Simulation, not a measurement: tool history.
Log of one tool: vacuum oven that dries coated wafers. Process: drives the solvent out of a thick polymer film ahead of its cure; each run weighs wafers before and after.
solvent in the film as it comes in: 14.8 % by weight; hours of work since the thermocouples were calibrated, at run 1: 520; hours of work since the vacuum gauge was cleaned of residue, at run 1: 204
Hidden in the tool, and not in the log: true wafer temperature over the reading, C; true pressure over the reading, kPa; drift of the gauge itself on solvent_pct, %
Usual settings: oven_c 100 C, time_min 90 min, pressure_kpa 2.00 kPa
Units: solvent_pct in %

run   hour  oven_c  time_min  pressure_kpa  hours of work since the thermocouples were calibrated  hours of work since the vacuum gauge was cleaned of residue  solvent_pct
  1    0.0     100        90          2.00                                                    520                                                          204         2.94
  2   10.1     100        90          2.00                                                    528                                                          212         2.96
  3   17.9     100        90          2.00                                                    534                                                          218         2.94
  4   27.8     100        90          2.00                                                    542                                                          225         2.96
  5   37.4     100        90          2.00                                                    549                                                          233         2.91
  6   46.3     100        90          2.00                                                    556                                                          240         2.94
  7   53.4     100        90          2.00                                                    561                                                          245         2.91
  8   64.2     100        90          2.00                                                    570                                                          253         2.92
  9   72.3     100        90          6.12                                                    576                                                          260         4.41
 10   82.3     100        90          6.12                                                    583                                                          267         4.39
 11   92.8     100        90          6.12                                                    591                                                          275         4.39
 12  104.0     100        90          6.12                                                    600                                                          284         4.42
     106.7  -- vacuum gauge cleaned of residue and calibrated
 13  113.4     100        90          6.12                                                    606                                                            5         4.42
 14  124.7     100        90          6.12                                                    615                                                           14         4.42
 15  133.1     100        90          6.12                                                    621                                                           20         4.42
 16  142.5     100        90          2.00                                                    628                                                           27         2.94
 17  151.5      92        90          2.00                                                    635                                                           34         5.43
 18  164.6      92        90          2.00                                                    645                                                           44         5.45
     169.3  -- vacuum gauge cleaned of residue and calibrated, once more
 19  176.3      92        90          2.00                                                    653                                                            5         5.37
 20  190.2     100        90          2.00                                                    664                                                           16         2.87
 21  203.6     100        90          2.00                                                    674                                                           26         2.88
 22  213.4     100        90          2.00                                                    681                                                           34         2.88
 23  221.7      88        61          1.37                                                    688                                                           40         7.82
 24  234.5     100        90          2.04                                                    697                                                           50         2.90
 25  247.2     100        90          1.97                                                    707                                                           60         2.84
 26  255.8      92       154          6.27                                                    714                                                           66         5.29
 27  266.7      92        50          4.40                                                    722                                                           74         8.36
 28  276.6     104       137          4.40                                                    730                                                           82         1.95
 29  286.4     104       137          4.40                                                    737                                                           89         1.93
 30  294.8      89       128          4.40                                                    744                                                           96         6.02
 31  301.2      93       128          3.77                                                    748                                                          101         4.37
 32  308.6     105        54          2.00                                                    754                                                          107         3.36
 33  316.3     105        54          4.56                                                    760                                                          112         4.09
 34  330.0     105        54          4.56                                                    771                                                          123         4.04
 35  338.4     105        54          4.56                                                    777                                                          129         4.07
 36  349.9     102       125          1.49                                                    786                                                          138         1.33
 37  360.5     102       125          3.88                                                    794                                                          146         2.19
 38  367.4     109        49          3.88                                                    799                                                          151         3.08
 39  379.7     100        90          1.52                                                    809                                                          161         2.66
 40  386.5     100        90          1.52                                                    814                                                          166         2.68
 41  399.8     106        87          2.00                                                    824                                                          176         1.58
 42  411.4     100        58          3.25                                                    833                                                          185         4.92

Measured less the same run without the tool's hidden state. The same run-to-run variation is in both; the gauge's scatter may not be:
run  solvent_pct
  1        +0.05
  2        +0.04
  3        +0.04
  4        +0.04
  5        +0.03
  6        +0.04
  7        +0.03
  8        +0.03
  9        +0.04
 10        +0.03
 11        +0.03
 12        +0.03
 13        +0.04
 14        +0.04
 15        +0.04
 16        +0.04
 17        +0.04
 18        +0.04
 19        -0.03
 20        -0.02
 21        -0.02
 22        -0.02
 23        -0.03
 24        -0.03
 25        -0.03
 26        -0.04
 27        -0.03
 28        -0.01
 29        -0.01
 30        -0.05
 31        -0.05
 32        -0.05
 33        -0.04
 34        -0.05
 35        -0.05
 36        -0.02
 37        -0.03
 38        -0.05
 39        -0.05
 40        -0.05
 41        -0.03
 42        -0.07
